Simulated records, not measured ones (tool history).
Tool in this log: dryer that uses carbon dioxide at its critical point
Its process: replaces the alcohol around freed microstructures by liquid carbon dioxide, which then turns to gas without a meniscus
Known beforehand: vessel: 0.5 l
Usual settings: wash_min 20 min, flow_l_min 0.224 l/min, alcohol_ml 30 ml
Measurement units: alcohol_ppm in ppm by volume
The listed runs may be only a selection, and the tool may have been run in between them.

run 1 hour=0 | wash_min=20 flow_l_min=0.224 alcohol_ml=30 | alcohol_ppm=274
run 2 hour=33.9 | wash_min=28 flow_l_min=0.224 alcohol_ml=30 | alcohol_ppm=249
run 3 hour=79.7 | wash_min=28 flow_l_min=0.224 alcohol_ml=30 | alcohol_ppm=251
run 4 hour=134.9 | wash_min=28 flow_l_min=0.224 alcohol_ml=30 | alcohol_ppm=266
run 5 hour=191.3 | wash_min=28 flow_l_min=0.224 alcohol_ml=30 | alcohol_ppm=265
run 6 hour=233.2 | wash_min=28 flow_l_min=0.205 alcohol_ml=30 | alcohol_ppm=287
run 7 hour=300.5 | wash_min=28 flow_l_min=0.205 alcohol_ml=115 | alcohol_ppm=297
run 8 hour=329.5 | wash_min=20 flow_l_min=0.224 alcohol_ml=58 | alcohol_ppm=362
run 9 hour=372.9 | wash_min=20 flow_l_min=0.224 alcohol_ml=58 | alcohol_ppm=371
-- hour=418.4 purifier's bed changed
-- hour=444.6 inlet filter changed
run 10 hour=446 | wash_min=20 flow_l_min=0.224 alcohol_ml=58 | alcohol_ppm=27
run 11 hour=493.3 | wash_min=14 flow_l_min=0.224 alcohol_ml=30 | alcohol_ppm=192
run 12 hour=564.8 | wash_min=20 flow_l_min=0.235 alcohol_ml=30 | alcohol_ppm=23
run 13 hour=595.8 | wash_min=20 flow_l_min=0.235 alcohol_ml=30 | alcohol_ppm=37
run 14 hour=626.5 | wash_min=20 flow_l_min=0.235 alcohol_ml=30 | alcohol_ppm=51
run 15 hour=679.7 | wash_min=20 flow_l_min=0.235 alcohol_ml=30 | alcohol_ppm=51
run 16 hour=721.9 | wash_min=20 flow_l_min=0.224 alcohol_ml=30 | alcohol_ppm=59
run 17 hour=792.6 | wash_min=20 flow_l_min=0.224 alcohol_ml=30 | alcohol_ppm=71
run 18 hour=844.1 | wash_min=26 flow_l_min=0.224 alcohol_ml=30 | alcohol_ppm=51
run 19 hour=875.3 | wash_min=26 flow_l_min=0.224 alcohol_ml=30 | alcohol_ppm=71
run 20 hour=906.7 | wash_min=26 flow_l_min=0.224 alcohol_ml=30 | alcohol_ppm=56
run 21 hour=940.1 | wash_min=20 flow_l_min=0.274 alcohol_ml=30 | alcohol_ppm=63
run 22 hour=982.4 | wash_min=20 flow_l_min=0.274 alcohol_ml=30 | alcohol_ppm=62
run 23 hour=1043.2 | wash_min=20 flow_l_min=0.274 alcohol_ml=30 | alcohol_ppm=76
run 24 hour=1086.4 | wash_min=20 flow_l_min=0.274 alcohol_ml=30 | alcohol_ppm=80
run 25 hour=1135.9 | wash_min=25 flow_l_min=0.261 alcohol_ml=66 | alcohol_ppm=91
run 26 hour=1206.8 | wash_min=20 flow_l_min=0.367 alcohol_ml=26 | alcohol_ppm=96
run 27 hour=1243.1 | wash_min=23 flow_l_min=0.179 alcohol_ml=44 | alcohol_ppm=208
run 28 hour=1311.3 | wash_min=31 flow_l_min=0.147 alcohol_ml=90 | alcohol_ppm=228
-- hour=1334.3 inlet filter changed
run 29 hour=1341.6 | wash_min=20 flow_l_min=0.224 alcohol_ml=36 | alcohol_ppm=119
run 30 hour=1412.9 | wash_min=20 flow_l_min=0.257 alcohol_ml=36 | alcohol_ppm=123
run 31 hour=1455.2 | wash_min=20 flow_l_min=0.217 alcohol_ml=50 | alcohol_ppm=146
run 32 hour=1492.4 | wash_min=13 flow_l_min=0.217 alcohol_ml=87 | alcohol_ppm=1110
run 33 hour=1562.6 | wash_min=20 flow_l_min=0.294 alcohol_ml=81 | alcohol_ppm=135
run 34 hour=1600.7 | wash_min=15 flow_l_min=0.294 alcohol_ml=81 | alcohol_ppm=190
run 35 hour=1644.2 | wash_min=23 flow_l_min=0.294 alcohol_ml=49 | alcohol_ppm=135
run 36 hour=1680.5 | wash_min=20 flow_l_min=0.199 alcohol_ml=70 | alcohol_ppm=263
run 37 hour=1739.5 | wash_min=26 flow_l_min=0.23 alcohol_ml=56 | alcohol_ppm=155
run 38 hour=1809 | wash_min=22 flow_l_min=0.14 alcohol_ml=38 | alcohol_ppm=577
run 39 hour=1843.5 | wash_min=25 flow_l_min=0.224 alcohol_ml=24 | alcohol_ppm=158
run 40 hour=1915.6 | wash_min=28 flow_l_min=0.224 alcohol_ml=24 | alcohol_ppm=161
run 41 hour=1972.1 | wash_min=28 flow_l_min=0.224 alcohol_ml=24 | alcohol_ppm=164
run 42 hour=2032 | wash_min=13 flow_l_min=0.187 alcohol_ml=69 | alcohol_ppm=2739
run 43 hour=2082.4 | wash_min=25 flow_l_min=0.187 alcohol_ml=115 | alcohol_ppm=298
run 44 hour=2134.6 | wash_min=28 flow_l_min=0.142 alcohol_ml=23 | alcohol_ppm=269
run 45 hour=2185.8 | wash_min=12 flow_l_min=0.235 alcohol_ml=23 | alcohol_ppm=685
-- hour=2225.1 inlet filter changed
run 46 hour=2248.6 | wash_min=20 flow_l_min=0.196 alcohol_ml=40 | alcohol_ppm=261
run 47 hour=2317.1 | wash_min=22 flow_l_min=0.202 alcohol_ml=22 | alcohol_ppm=215

For each run, the measured value with the value that run would have given without the tool's hidden condition subtracted. The run-to-run variation is shared by both, the gauge scatter possibly not:
Hidden state present: flow that reaches the vessel past the clogged filter, %; alcohol in the recycled carbon dioxide, ppm; drift of the gauge itself on alcohol_ppm, %.
run=1 alcohol_ppm=+265
run=2 alcohol_ppm=+246
run=3 alcohol_ppm=+251
run=4 alcohol_ppm=+263
run=5 alcohol_ppm=+264
run=6 alcohol_ppm=+271
run=7 alcohol_ppm=+287
run=8 alcohol_ppm=+325
run=9 alcohol_ppm=+341
run=10 alcohol_ppm=+4
run=11 alcohol_ppm=+17
run=12 alcohol_ppm=+18
run=13 alcohol_ppm=+22
run=14 alcohol_ppm=+26
run=15 alcohol_ppm=+33
run=16 alcohol_ppm=+39
run=17 alcohol_ppm=+48
run=18 alcohol_ppm=+46
run=19 alcohol_ppm=+51
run=20 alcohol_ppm=+54
run=21 alcohol_ppm=+58
run=22 alcohol_ppm=+62
run=23 alcohol_ppm=+72
run=24 alcohol_ppm=+76
run=25 alcohol_ppm=+80
run=26 alcohol_ppm=+87
run=27 alcohol_ppm=+156
run=28 alcohol_ppm=+183
run=29 alcohol_ppm=+100
run=30 alcohol_ppm=+111
run=31 alcohol_ppm=+116
run=32 alcohol_ppm=+246
run=33 alcohol_ppm=+127
run=34 alcohol_ppm=+145
run=35 alcohol_ppm=+130
run=36 alcohol_ppm=+180
run=37 alcohol_ppm=+145
run=38 alcohol_ppm=+302
run=39 alcohol_ppm=+153
run=40 alcohol_ppm=+161
run=41 alcohol_ppm=+164
run=42 alcohol_ppm=+1196
run=43 alcohol_ppm=+247
run=44 alcohol_ppm=+237
run=45 alcohol_ppm=+452
run=46 alcohol_ppm=+198
run=47 alcohol_ppm=+207

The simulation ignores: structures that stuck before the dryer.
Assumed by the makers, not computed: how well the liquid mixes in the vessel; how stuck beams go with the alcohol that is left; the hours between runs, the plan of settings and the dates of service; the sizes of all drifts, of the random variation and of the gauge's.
